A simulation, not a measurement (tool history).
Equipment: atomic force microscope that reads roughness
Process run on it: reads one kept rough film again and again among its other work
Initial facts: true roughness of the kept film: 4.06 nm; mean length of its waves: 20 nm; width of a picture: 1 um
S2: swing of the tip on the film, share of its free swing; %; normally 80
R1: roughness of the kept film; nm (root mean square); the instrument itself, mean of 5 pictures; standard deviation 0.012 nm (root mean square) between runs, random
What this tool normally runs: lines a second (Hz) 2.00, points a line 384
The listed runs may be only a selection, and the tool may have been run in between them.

run 1 day=0.000 | lines_a_second_(Hz)=2.00 S2=80 points_a_line=384 | R1=2.353
run 2 day=0.579 | lines_a_second_(Hz)=2.00 S2=80 points_a_line=384 | R1=2.303
-- day=1.017 new tip fitted
run 3 day=1.017 | lines_a_second_(Hz)=2.00 S2=80 points_a_line=384 | R1=2.829
run 4 day=1.558 | lines_a_second_(Hz)=2.00 S2=80 points_a_line=384 | R1=2.762
run 5 day=2.188 | lines_a_second_(Hz)=2.00 S2=80 points_a_line=384 | R1=2.658
run 6 day=2.608 | lines_a_second_(Hz)=2.00 S2=80 points_a_line=384 | R1=2.630
run 7 day=3.021 | lines_a_second_(Hz)=2.00 S2=80 points_a_line=384 | R1=2.528
run 8 day=3.388 | lines_a_second_(Hz)=0.63 S2=80 points_a_line=384 | R1=2.647
run 9 day=4.129 | lines_a_second_(Hz)=2.00 S2=70 points_a_line=384 | R1=2.475
run 10 day=4.479 | lines_a_second_(Hz)=2.00 S2=70 points_a_line=371 | R1=2.443
run 11 day=4.875 | lines_a_second_(Hz)=2.00 S2=70 points_a_line=371 | R1=2.360
run 12 day=5.208 | lines_a_second_(Hz)=2.00 S2=57 points_a_line=371 | R1=2.422
-- day=5.417 new tip fitted
run 13 day=5.633 | lines_a_second_(Hz)=2.00 S2=57 points_a_line=371 | R1=2.988
run 14 day=6.117 | lines_a_second_(Hz)=2.00 S2=57 points_a_line=371 | R1=2.892
run 15 day=6.458 | lines_a_second_(Hz)=2.00 S2=57 points_a_line=371 | R1=2.846
run 16 day=6.942 | lines_a_second_(Hz)=2.00 S2=80 points_a_line=384 | R1=2.602
run 17 day=7.388 | lines_a_second_(Hz)=2.00 S2=80 points_a_line=384 | R1=2.540
run 18 day=8.154 | lines_a_second_(Hz)=2.00 S2=80 points_a_line=384 | R1=2.423
run 19 day=8.512 | lines_a_second_(Hz)=2.00 S2=80 points_a_line=384 | R1=2.388
run 20 day=9.233 | lines_a_second_(Hz)=2.00 S2=80 points_a_line=384 | R1=2.288
-- day=9.804 new tip fitted
run 21 day=9.925 | lines_a_second_(Hz)=2.00 S2=80 points_a_line=384 | R1=2.820
run 22 day=10.429 | lines_a_second_(Hz)=2.00 S2=80 points_a_line=384 | R1=2.743
run 23 day=11.050 | lines_a_second_(Hz)=2.00 S2=80 points_a_line=384 | R1=2.639
run 24 day=11.458 | lines_a_second_(Hz)=2.00 S2=80 points_a_line=984 | R1=2.629
run 25 day=11.854 | lines_a_second_(Hz)=2.00 S2=80 points_a_line=984 | R1=2.554
run 26 day=12.329 | lines_a_second_(Hz)=2.00 S2=80 points_a_line=984 | R1=2.499
run 27 day=12.758 | lines_a_second_(Hz)=1.00 S2=86 points_a_line=443 | R1=2.503
run 28 day=13.404 | lines_a_second_(Hz)=1.00 S2=86 points_a_line=443 | R1=2.413
run 29 day=13.867 | lines_a_second_(Hz)=0.67 S2=70 points_a_line=795 | R1=2.470
-- day=14.196 new tip fitted
run 30 day=14.412 | lines_a_second_(Hz)=0.67 S2=70 points_a_line=795 | R1=3.070
run 31 day=14.858 | lines_a_second_(Hz)=0.67 S2=70 points_a_line=795 | R1=2.987
run 32 day=15.250 | lines_a_second_(Hz)=0.67 S2=70 points_a_line=795 | R1=2.942
run 33 day=15.742 | lines_a_second_(Hz)=0.67 S2=70 points_a_line=795 | R1=2.854
run 34 day=16.358 | lines_a_second_(Hz)=0.87 S2=74 points_a_line=622 | R1=2.717
run 35 day=16.729 | lines_a_second_(Hz)=0.87 S2=69 points_a_line=622 | R1=2.670
run 36 day=17.058 | lines_a_second_(Hz)=0.87 S2=69 points_a_line=622 | R1=2.637
run 37 day=17.854 | lines_a_second_(Hz)=0.74 S2=72 points_a_line=622 | R1=2.540
run 38 day=18.433 | lines_a_second_(Hz)=0.74 S2=72 points_a_line=622 | R1=2.441
-- day=18.579 new tip fitted
run 39 day=19.088 | lines_a_second_(Hz)=2.66 S2=72 points_a_line=989 | R1=2.802
run 40 day=19.775 | lines_a_second_(Hz)=2.66 S2=72 points_a_line=989 | R1=2.710
run 41 day=20.538 | lines_a_second_(Hz)=2.00 S2=69 points_a_line=373 | R1=2.601
run 42 day=21.325 | lines_a_second_(Hz)=3.99 S2=55 points_a_line=373 | R1=2.504
run 43 day=21.717 | lines_a_second_(Hz)=0.79 S2=61 points_a_line=800 | R1=2.598
run 44 day=22.442 | lines_a_second_(Hz)=1.69 S2=68 points_a_line=361 | R1=2.416
run 45 day=22.867 | lines_a_second_(Hz)=1.49 S2=86 points_a_line=1023 | R1=2.281
-- day=22.950 new tip fitted
run 46 day=23.312 | lines_a_second_(Hz)=0.73 S2=66 points_a_line=1023 | R1=3.002
run 47 day=24.071 | lines_a_second_(Hz)=2.00 S2=65 points_a_line=384 | R1=2.743
run 48 day=24.450 | lines_a_second_(Hz)=1.03 S2=65 points_a_line=486 | R1=2.776
run 49 day=24.800 | lines_a_second_(Hz)=2.00 S2=60 points_a_line=418 | R1=2.678
run 50 day=25.221 | lines_a_second_(Hz)=3.66 S2=80 points_a_line=384 | R1=2.293
run 51 day=25.821 | lines_a_second_(Hz)=2.22 S2=80 points_a_line=384 | R1=2.351
run 52 day=26.304 | lines_a_second_(Hz)=2.22 S2=80 points_a_line=384 | R1=2.289

Alternative continuations, all from the tool just after run 52; predict every row:
run A day=26.704 | lines_a_second_(Hz)=0.73 S2=58 points_a_line=389 | R1=?
run B day=26.704 | lines_a_second_(Hz)=2.00 S2=59 points_a_line=924 | R1=?
run C day=26.704 | lines_a_second_(Hz)=2.22 S2=78 points_a_line=384 | R1=?
run D day=26.704 | lines_a_second_(Hz)=0.52 S2=56 points_a_line=661 | R1=?

run=A R1=2.442
run=B R1=2.435
run=C R1=2.256
run=D R1=2.500
Without the tool's hidden state the same runs would have given:
run=A R1=3.070
run=B R1=3.060
run=C R1=2.835
run=D R1=3.143
